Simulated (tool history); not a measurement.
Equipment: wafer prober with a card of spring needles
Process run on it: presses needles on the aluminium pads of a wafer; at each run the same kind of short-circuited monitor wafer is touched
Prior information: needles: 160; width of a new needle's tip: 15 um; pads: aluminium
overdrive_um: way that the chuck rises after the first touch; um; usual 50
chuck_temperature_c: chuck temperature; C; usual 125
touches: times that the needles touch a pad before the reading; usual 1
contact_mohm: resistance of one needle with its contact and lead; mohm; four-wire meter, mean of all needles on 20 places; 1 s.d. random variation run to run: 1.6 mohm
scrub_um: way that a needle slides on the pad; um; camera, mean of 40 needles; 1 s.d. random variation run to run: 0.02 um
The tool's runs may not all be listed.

{"run": 1, "hour": 0.0, "overdrive_um": 50, "chuck_temperature_c": 125, "touches": 1, "contact_mohm": 158, "scrub_um": 9.24}
{"run": 2, "hour": 14.6, "overdrive_um": 50, "chuck_temperature_c": 32, "touches": 1, "contact_mohm": 152, "scrub_um": 9.22}
{"run": 3, "hour": 31.7, "overdrive_um": 50, "chuck_temperature_c": 32, "touches": 1, "contact_mohm": 166, "scrub_um": 9.07}
{"run": 4, "hour": 53.9, "overdrive_um": 50, "chuck_temperature_c": 32, "touches": 1, "contact_mohm": 163, "scrub_um": 9.0}
{"run": 5, "hour": 82.9, "overdrive_um": 50, "chuck_temperature_c": 125, "touches": 1, "contact_mohm": 155, "scrub_um": 8.96}
{"run": 6, "hour": 104.5, "overdrive_um": 50, "chuck_temperature_c": 125, "touches": 1, "contact_mohm": 179, "scrub_um": 8.95}
{"run": 7, "hour": 130.1, "overdrive_um": 50, "chuck_temperature_c": 125, "touches": 1, "contact_mohm": 151, "scrub_um": 8.89}
{"run": 8, "hour": 152.3, "overdrive_um": 50, "chuck_temperature_c": 125, "touches": 1, "contact_mohm": 176, "scrub_um": 9.62}
{"run": 9, "hour": 181.5, "overdrive_um": 50, "chuck_temperature_c": 125, "touches": 1, "contact_mohm": 173, "scrub_um": 9.53}
{"run": 10, "hour": 209.9, "overdrive_um": 50, "chuck_temperature_c": 125, "touches": 1, "contact_mohm": 177, "scrub_um": 9.52}
{"run": 11, "hour": 235.7, "overdrive_um": 50, "chuck_temperature_c": 125, "touches": 1, "contact_mohm": 153, "scrub_um": 9.41}
{"run": 12, "hour": 249.8, "overdrive_um": 50, "chuck_temperature_c": 125, "touches": 1, "contact_mohm": 165, "scrub_um": 9.41}
{"run": 13, "hour": 279.4, "overdrive_um": 50, "chuck_temperature_c": 125, "touches": 1, "contact_mohm": 172, "scrub_um": 9.41}
{"run": 14, "hour": 296.6, "overdrive_um": 50, "chuck_temperature_c": 125, "touches": 1, "contact_mohm": 166, "scrub_um": 9.38}
{"run": 15, "hour": 310.7, "overdrive_um": 50, "chuck_temperature_c": 125, "touches": 1, "contact_mohm": 172, "scrub_um": 9.32}
{"run": 16, "hour": 328.5, "overdrive_um": 50, "chuck_temperature_c": 125, "touches": 1, "contact_mohm": 154, "scrub_um": 9.3}
{"run": 17, "hour": 346.0, "overdrive_um": 50, "chuck_temperature_c": 83, "touches": 1, "contact_mohm": 163, "scrub_um": 9.27}
{"run": 18, "hour": 360.9, "overdrive_um": 65, "chuck_temperature_c": 61, "touches": 3, "contact_mohm": 145, "scrub_um": 12.14}
{"run": 19, "hour": 376.1, "overdrive_um": 50, "chuck_temperature_c": 26, "touches": 1, "contact_mohm": 170, "scrub_um": 9.25}
{"run": 20, "hour": 390.9, "overdrive_um": 55, "chuck_temperature_c": 33, "touches": 1, "contact_mohm": 147, "scrub_um": 10.2}
{"run": 21, "hour": 416.1, "overdrive_um": 55, "chuck_temperature_c": 33, "touches": 1, "contact_mohm": 154, "scrub_um": 10.55}
{"run": 22, "hour": 438.3, "overdrive_um": 45, "chuck_temperature_c": 80, "touches": 2, "contact_mohm": 153, "scrub_um": 8.59}
{"run": 23, "hour": 455.6, "overdrive_um": 34, "chuck_temperature_c": 42, "touches": 2, "contact_mohm": 175, "scrub_um": 6.48}
{"run": 24, "hour": 484.9, "overdrive_um": 50, "chuck_temperature_c": 33, "touches": 1, "contact_mohm": 140, "scrub_um": 9.49}
{"run": 25, "hour": 510.2, "overdrive_um": 50, "chuck_temperature_c": 121, "touches": 2, "contact_mohm": 159, "scrub_um": 9.46}
{"run": 26, "hour": 534.4, "overdrive_um": 50, "chuck_temperature_c": 57, "touches": 1, "contact_mohm": 155, "scrub_um": 9.37}
{"run": 27, "hour": 552.2, "overdrive_um": 50, "chuck_temperature_c": 57, "touches": 1, "contact_mohm": 172, "scrub_um": 9.39}
{"run": 28, "hour": 572.4, "overdrive_um": 46, "chuck_temperature_c": 61, "touches": 1, "contact_mohm": 171, "scrub_um": 8.56}
{"run": 29, "hour": 594.7, "overdrive_um": 36, "chuck_temperature_c": 122, "touches": 2, "contact_mohm": 185, "scrub_um": 6.62}
{"run": 30, "hour": 614.8, "overdrive_um": 36, "chuck_temperature_c": 122, "touches": 2, "contact_mohm": 171, "scrub_um": 6.55}
{"run": 31, "hour": 638.4, "overdrive_um": 36, "chuck_temperature_c": 122, "touches": 2, "contact_mohm": 178, "scrub_um": 6.54}

Put back what was entered between runs (57 entries, withheld): which listed runs does each sit between, and how does the hidden state differ from the listed run before to the listed run after?
After run 1, before run 2: tips cleaned on abrasive film (hour 12.1)
  debris on the tips, nm: 15.4 -> 31.2; way that the needles fall short of the set height, um: 1.99 -> 2.1; tips' diameter, um: 16.46 -> 16.49
  measured less the result without the state, contact_mohm: +8 -> +16 mohm; scrub_um: -0.38 -> -0.40 um
After run 2, before run 3: height of the first contact set anew (hour 21.7); tips cleaned on abrasive film (hour 24.3)
  debris on the tips, nm: 31.2 -> 56.4; way that the needles fall short of the set height, um: 2.1 -> 2.99; tips' diameter, um: 16.49 -> 16.52
  measured less the result without the state, contact_mohm: +16 -> +29 mohm; scrub_um: -0.40 -> -0.57 um
After run 3, before run 4: tips cleaned on abrasive film (hour 35.2); tips cleaned on abrasive film (hour 47.3)
  debris on the tips, nm: 56.4 -> 53.3; way that the needles fall short of the set height, um: 2.99 -> 3.19; tips' diameter, um: 16.52 -> 16.59
  measured less the result without the state, contact_mohm: +29 -> +28 mohm; scrub_um: -0.57 -> -0.61 um
After run 4, before run 5: tips cleaned on abrasive film (hour 59.5); tips cleaned on abrasive film (hour 71.9); tips cleaned on abrasive film (hour 82.9)
  debris on the tips, nm: 53.3 -> 5; way that the needles fall short of the set height, um: 3.19 -> 3.48; tips' diameter, um: 16.59 -> 16.69
  measured less the result without the state, contact_mohm: +28 -> +4 mohm; scrub_um: -0.61 -> -0.67 um
After run 5, before run 6: tips cleaned on abrasive film (hour 94.1)
  debris on the tips, nm: 5 -> 63.3; way that the needles fall short of the set height, um: 3.48 -> 3.59; tips' diameter, um: 16.69 -> 16.73
  measured less the result without the state, contact_mohm: +4 -> +30 mohm; scrub_um: -0.67 -> -0.69 um
After run 6, before run 7: tips cleaned on abrasive film (hour 106.8); tips cleaned on abrasive film (hour 119.0); tips cleaned on abrasive film (hour 130.1)
  debris on the tips, nm: 63.3 -> 4.1; way that the needles fall short of the set height, um: 3.59 -> 3.87; tips' diameter, um: 16.73 -> 16.83
  measured less the result without the state, contact_mohm: +30 -> +4 mohm; scrub_um: -0.69 -> -0.75 um
After run 7, before run 8: height of the first contact set anew, once more (hour 132.7); tips cleaned on abrasive film (hour 142.2)
  debris on the tips, nm: 4.1 -> 62.8; way that the needles fall short of the set height, um: 3.87 -> 0.12; tips' diameter, um: 16.83 -> 16.87
  measured less the result without the state, contact_mohm: +4 -> +26 mohm; scrub_um: -0.75 -> -0.02 um
After run 8, before run 9: tips cleaned on abrasive film (hour 153.7); tips cleaned on abrasive film (hour 164.8); tips cleaned on abrasive film (hour 175.5)
  debris on the tips, nm: 62.8 -> 50.5; way that the needles fall short of the set height, um: 0.12 -> 0.41; tips' diameter, um: 16.87 -> 16.97
  measured less the result without the state, contact_mohm: +26 -> +22 mohm; scrub_um: -0.02 -> -0.08 um
After run 9, before run 10: tips cleaned on abrasive film (hour 188.3); tips cleaned on abrasive film (hour 199.6)
  debris on the tips, nm: 50.5 -> 63.8; way that the needles fall short of the set height, um: 0.41 -> 0.59; tips' diameter, um: 16.97 -> 17.04
  measured less the result without the state, contact_mohm: +22 -> +27 mohm; scrub_um: -0.08 -> -0.11 um
After run 10, before run 11: tips cleaned on abrasive film (hour 211.6); tips cleaned on abrasive film (hour 223.2); tips cleaned on abrasive film (hour 235.7)
  debris on the tips, nm: 63.8 -> 3.7; way that the needles fall short of the set height, um: 0.59 -> 0.95; tips' diameter, um: 17.04 -> 17.16
  measured less the result without the state, contact_mohm: +27 -> +3 mohm; scrub_um: -0.11 -> -0.18 um
After run 11, before run 12: tips cleaned on abrasive film (hour 247.5)
  debris on the tips, nm: 3.7 -> 29.2; way that the needles fall short of the set height, um: 0.95 -> 1.07; tips' diameter, um: 17.16 -> 17.2
  measured less the result without the state, contact_mohm: +3 -> +14 mohm; scrub_um: -0.18 -> -0.21 um
After run 12, before run 13: tips cleaned on abrasive film (hour 260.6); tips cleaned on abrasive film (hour 272.7)
  debris on the tips, nm: 29.2 -> 51.9; way that the needles fall short of the set height, um: 1.07 -> 1.21; tips' diameter, um: 17.2 -> 17.25
  measured less the result without the state, contact_mohm: +14 -> +24 mohm; scrub_um: -0.21 -> -0.24 um
After run 13, before run 14: tips cleaned on abrasive film (hour 283.4); tips cleaned on abrasive film (hour 294.5)
  debris on the tips, nm: 51.9 -> 25.1; way that the needles fall short of the set height, um: 1.21 -> 1.42; tips' diameter, um: 17.25 -> 17.33
  measured less the result without the state, contact_mohm: +24 -> +13 mohm; scrub_um: -0.24 -> -0.27 um
After run 14, before run 15: tips cleaned on abrasive film (hour 306.3)
  debris on the tips, nm: 25.1 -> 40.7; way that the needles fall short of the set height, um: 1.42 -> 1.5; tips' diameter, um: 17.33 -> 17.35
  measured less the result without the state, contact_mohm: +13 -> +20 mohm; scrub_um: -0.27 -> -0.28 um
After run 15, before run 16: tips cleaned on abrasive film (hour 317.4); tips cleaned on abrasive film (hour 328.5)
  debris on the tips, nm: 40.7 -> 6.7; way that the needles fall short of the set height, um: 1.5 -> 1.68; tips' diameter, um: 17.35 -> 17.42
  measured less the result without the state, contact_mohm: +20 -> +5 mohm; scrub_um: -0.28 -> -0.32 um
After run 16, before run 17: tips cleaned on abrasive film (hour 341.1)
  debris on the tips, nm: 6.7 -> 42.5; way that the needles fall short of the set height, um: 1.68 -> 1.77; tips' diameter, um: 17.42 -> 17.45
  measured less the result without the state, contact_mohm: +5 -> +21 mohm; scrub_um: -0.32 -> -0.34 um
After run 17, before run 18: tips cleaned on abrasive film (hour 353.5)
  debris on the tips, nm: 42.5 -> 56.4; way that the needles fall short of the set height, um: 1.77 -> 1.84; tips' diameter, um: 17.45 -> 17.47
  measured less the result without the state, contact_mohm: +21 -> +8 mohm; scrub_um: -0.34 -> -0.35 um
After run 18, before run 19: tips cleaned on abrasive film (hour 366.0)
  debris on the tips, nm: 56.4 -> 60.2; way that the needles fall short of the set height, um: 1.84 -> 1.94; tips' diameter, um: 17.47 -> 17.51
  measured less the result without the state, contact_mohm: +8 -> +34 mohm; scrub_um: -0.35 -> -0.38 um
After run 19, before run 20: tips cleaned on abrasive film (hour 377.9); tips cleaned on abrasive film (hour 388.7)
  debris on the tips, nm: 60.2 -> 23.1; way that the needles fall short of the set height, um: 1.94 -> 2.1; tips' diameter, um: 17.51 -> 17.56
  measured less the result without the state, contact_mohm: +34 -> +12 mohm; scrub_um: -0.38 -> -0.41 um
After run 20, before run 21: tips cleaned on abrasive film (hour 399.5); height of the first contact set anew (hour 406.0); tips cleaned on abrasive film (hour 411.9)
  debris on the tips, nm: 23.1 -> 42.7; way that the needles fall short of the set height, um: 2.1 -> 0.1; tips' diameter, um: 17.56 -> 17.64
  measured less the result without the state, contact_mohm: +12 -> +19 mohm; scrub_um: -0.41 -> -0.02 um
After run 21, before run 22: tips cleaned on abrasive film (hour 424.4); tips cleaned on abrasive film (hour 436.7)
  debris on the tips, nm: 42.7 -> 20.8; way that the needles fall short of the set height, um: 0.1 -> 0.29; tips' diameter, um: 17.64 -> 17.7
  measured less the result without the state, contact_mohm: +19 -> +9 mohm; scrub_um: -0.02 -> -0.05 um
After run 22, before run 23: tips cleaned on abrasive film (hour 449.2)
  debris on the tips, nm: 20.8 -> 49.1; way that the needles fall short of the set height, um: 0.29 -> 0.37; tips' diameter, um: 17.7 -> 17.73
  measured less the result without the state, contact_mohm: +9 -> +32 mohm; scrub_um: -0.05 -> -0.07 um
After run 23, before run 24: tips cleaned on abrasive film (hour 461.0); tips cleaned on abrasive film (hour 473.0); tips cleaned on abrasive film (hour 484.9)
  debris on the tips, nm: 49.1 -> 5; way that the needles fall short of the set height, um: 0.37 -> 0.71; tips' diameter, um: 17.73 -> 17.85
  measured less the result without the state, contact_mohm: +32 -> +5 mohm; scrub_um: -0.07 -> -0.14 um
After run 24, before run 25: tips cleaned on abrasive film (hour 495.9); tips cleaned on abrasive film (hour 507.9)
  debris on the tips, nm: 5 -> 24; way that the needles fall short of the set height, um: 0.71 -> 0.95; tips' diameter, um: 17.85 -> 17.93
  measured less the result without the state, contact_mohm: +5 -> +9 mohm; scrub_um: -0.14 -> -0.19 um
After run 25, before run 26: tips cleaned on abrasive film (hour 519.7); tips cleaned on abrasive film (hour 531.6)
  debris on the tips, nm: 24 -> 31.6; way that the needles fall short of the set height, um: 0.95 -> 1.14; tips' diameter, um: 17.93 -> 18
  measured less the result without the state, contact_mohm: +9 -> +18 mohm; scrub_um: -0.19 -> -0.22 um
After run 26, before run 27: tips cleaned on abrasive film (hour 543.0)
  debris on the tips, nm: 31.6 -> 60; way that the needles fall short of the set height, um: 1.14 -> 1.24; tips' diameter, um: 18 -> 18.03
  measured less the result without the state, contact_mohm: +18 -> +32 mohm; scrub_um: -0.22 -> -0.24 um
After run 27, before run 28: tips cleaned on abrasive film (hour 554.3); tips cleaned on abrasive film (hour 566.4)
  debris on the tips, nm: 60 -> 45.3; way that the needles fall short of the set height, um: 1.24 -> 1.45; tips' diameter, um: 18.03 -> 18.11
  measured less the result without the state, contact_mohm: +32 -> +30 mohm; scrub_um: -0.24 -> -0.28 um
After run 28, before run 29: tips cleaned on abrasive film (hour 577.2); tips cleaned on abrasive film (hour 589.0)
  debris on the tips, nm: 45.3 -> 49.4; way that the needles fall short of the set height, um: 1.45 -> 1.62; tips' diameter, um: 18.11 -> 18.17
  measured less the result without the state, contact_mohm: +30 -> +30 mohm; scrub_um: -0.28 -> -0.31 um
After run 29, before run 30: tips cleaned on abrasive film (hour 599.7); tips cleaned on abrasive film (hour 612.7)
  debris on the tips, nm: 49.4 -> 21.6; way that the needles fall short of the set height, um: 1.62 -> 1.76; tips' diameter, um: 18.17 -> 18.22
  measured less the result without the state, contact_mohm: +30 -> +16 mohm; scrub_um: -0.31 -> -0.34 um
After run 30, before run 31: tips cleaned on abrasive film (hour 623.5); tips cleaned on abrasive film (hour 634.3)
  debris on the tips, nm: 21.6 -> 36.7; way that the needles fall short of the set height, um: 1.76 -> 1.95; tips' diameter, um: 18.22 -> 18.28
  measured less the result without the state, contact_mohm: +16 -> +24 mohm; scrub_um: -0.34 -> -0.38 um
